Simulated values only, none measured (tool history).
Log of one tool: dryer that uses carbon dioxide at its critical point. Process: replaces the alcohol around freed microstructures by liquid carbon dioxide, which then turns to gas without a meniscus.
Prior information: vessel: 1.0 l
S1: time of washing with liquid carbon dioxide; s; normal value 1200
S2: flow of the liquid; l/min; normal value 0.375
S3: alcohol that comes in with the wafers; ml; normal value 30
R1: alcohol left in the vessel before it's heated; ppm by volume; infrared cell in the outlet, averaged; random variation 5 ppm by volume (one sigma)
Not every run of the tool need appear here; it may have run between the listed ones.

run	day	S1	S2	S3	R1
1	0	1200	0.375	30	99
2	0.342	1200	0.375	30	108
3	0.958	1680	0.375	30	51
4	1.358	1680	0.375	30	56
5	2.033	1200	0.589	30	56
6	2.367	1200	0.375	27	120
7	2.883	1200	0.375	30	117
8	3.579	840	0.375	30	483
9	3.938	1200	0.542	30	59
10	4.242	1200	0.542	30	68
11	4.675	1200	0.542	30	64
12	5.017	1200	0.375	30	125
13	5.667	1200	0.375	38	157
14	6.296	840	0.375	30	489
15	6.788	840	0.375	30	502
16	7.092	840	0.62	30	90
17	7.496	840	0.62	30	98
18	8.108	840	0.62	30	92
19	8.533	840	0.62	30	99
20	8.821	1200	0.375	30	137
21	9.454	1200	0.379	30	145
22	9.825	1200	0.379	30	146
23	10.162	1200	0.379	30	148
24	10.629	1740	0.24	74	393
25	11.25	780	0.525	30	210
26	11.721	1200	0.488	22	74
27	12.138	1200	0.36	73	323
# day 12.479: inlet filter changed
28	12.583	1020	0.319	90	633
29	13.262	1680	0.371	77	84
30	13.604	780	0.226	30	2031
31	13.992	780	0.226	30	2071
32	14.583	780	0.226	30	2107
33	15.196	840	0.397	48	344
34	15.842	1320	0.314	48	163
35	16.367	1200	0.375	30	112
36	17.008	1200	0.375	30	117
37	17.588	1020	0.459	31	102
38	18.012	1020	0.375	30	155
39	18.542	1080	0.637	46	85
40	19.142	1080	0.637	46	88
41	19.554	1860	0.268	106	146
42	20.162	1740	0.375	66	90
43	20.571	1740	0.375	66	89
44	20.942	1140	0.375	30	138
45	21.608	1140	0.375	30	142
46	22.079	1140	0.375	30	151

Branching from run 46: 5 alternative next runs. What would each branch give?
A	22.629	1380	0.254	34	?
B	22.629	1200	0.375	30	?
C	22.629	1200	0.271	58	?
D	22.629	960	0.443	27	?
E	22.629	1740	0.532	62	?

run	R1
A	272
B	129
C	533
D	139
E	91
What these runs would have given with no unlogged condition in the tool:
run	R1
A	152
B	30
C	376
D	39
E	0

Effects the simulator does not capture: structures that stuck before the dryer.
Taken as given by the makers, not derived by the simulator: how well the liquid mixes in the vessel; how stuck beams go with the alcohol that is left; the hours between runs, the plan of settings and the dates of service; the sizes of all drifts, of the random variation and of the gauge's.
